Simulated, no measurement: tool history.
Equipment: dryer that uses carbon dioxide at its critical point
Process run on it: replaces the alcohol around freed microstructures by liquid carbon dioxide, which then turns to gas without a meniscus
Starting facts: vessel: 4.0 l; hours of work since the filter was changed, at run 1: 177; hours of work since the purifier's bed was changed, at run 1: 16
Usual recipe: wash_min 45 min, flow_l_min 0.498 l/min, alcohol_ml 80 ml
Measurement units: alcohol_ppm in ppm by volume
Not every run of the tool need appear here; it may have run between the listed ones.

run   hour  wash_min  flow_l_min  alcohol_ml  hours of work since the filter was changed  hours of work since the purifier's bed was changed  alcohol_ppm
  1      0        45       0.498          80                                         177                                                  16          293
  2   17.5        45       0.498          80                                         184                                                  24          304
  3   28.4        45       0.498          80                                         189                                                  29          323
  4     54        45       0.338          80                                         200                                                  40         1210
  5     65        45       0.498          80                                         205                                                  45          349
  6   91.3        45       0.498          80                                         216                                                  56          339
       105  -- inlet filter changed
  7    107        45       0.498          80                                           1                                                  62          192
  8  132.9        45       0.498          80                                          12                                                  74          190
  9  156.3        45       0.498          80                                          22                                                  84          191
 10  167.4        45       0.498          80                                          27                                                  89          211
 11  178.7        45       0.498          80                                          32                                                  94          207
 12  193.9        54       0.498          80                                          39                                                 100          101
 13  211.9        52       0.498          80                                          47                                                 108          125
 14  234.4        48       0.498          80                                          56                                                 118          178
 15  250.2        46       0.498          80                                          63                                                 125          216
 16  264.7        45       0.498          80                                          70                                                 131          239
 17  290.8        60       0.498          80                                          81                                                 143           84
 18  308.2        38       0.531         111                                          88                                                 150          505
 19  334.9        39       0.529          80                                         100                                                 162          350
 20  356.6        45       0.509          29                                         110                                                 171          116
 21  376.3        45       0.509          29                                         118                                                 180          129
 22  389.1        59       0.665          29                                         124                                                 185           55
 23  412.9        59       0.459          51                                         134                                                 196          115
 24  439.5        45       0.669          23                                         146                                                 207           72
 25  464.5        45       0.669          23                                         157                                                 218           81
 26  480.2        45       0.669          23                                         163                                                 225           72
 27  497.2        53       0.669          28                                         171                                                 232           72
 28  510.2        53       0.465         120                                         176                                                 238          334
 29  522.3        53       0.465         120                                         182                                                 243          338
 30  538.9        53       0.347          23                                         189                                                 251          222
 31  556.2        43       0.667          80                                         196                                                 258          160
 32  582.9        33       0.498          78                                         208                                                 270          974
 33  608.1        33       0.498          78                                         219                                                 281         1009
     614.3  -- inlet filter changed
 34  631.2        45       0.558         108                                           7                                                 290          200

5 options for the next run, each taken on its own from the tool as it stands now. Forecast them:
  A  645.9        45        0.61         104                                          14                                                 297            ?
  B  645.9        45       0.537          80                                          14                                                 297            ?
  C  645.9        45       0.304          30                                          14                                                 297            ?
  D  645.9        59       0.558          56                                          14                                                 297            ?
  E  645.9        50       0.498         100                                          14                                                 297            ?

run  alcohol_ppm
  A          149
  B          190
  C          483
  D           88
  E          197
Take away the tool's hidden state, keep each run's random variation, and the runs would have read:
run  alcohol_ppm
  A           74
  B          110
  C          400
  D           16
  E          121
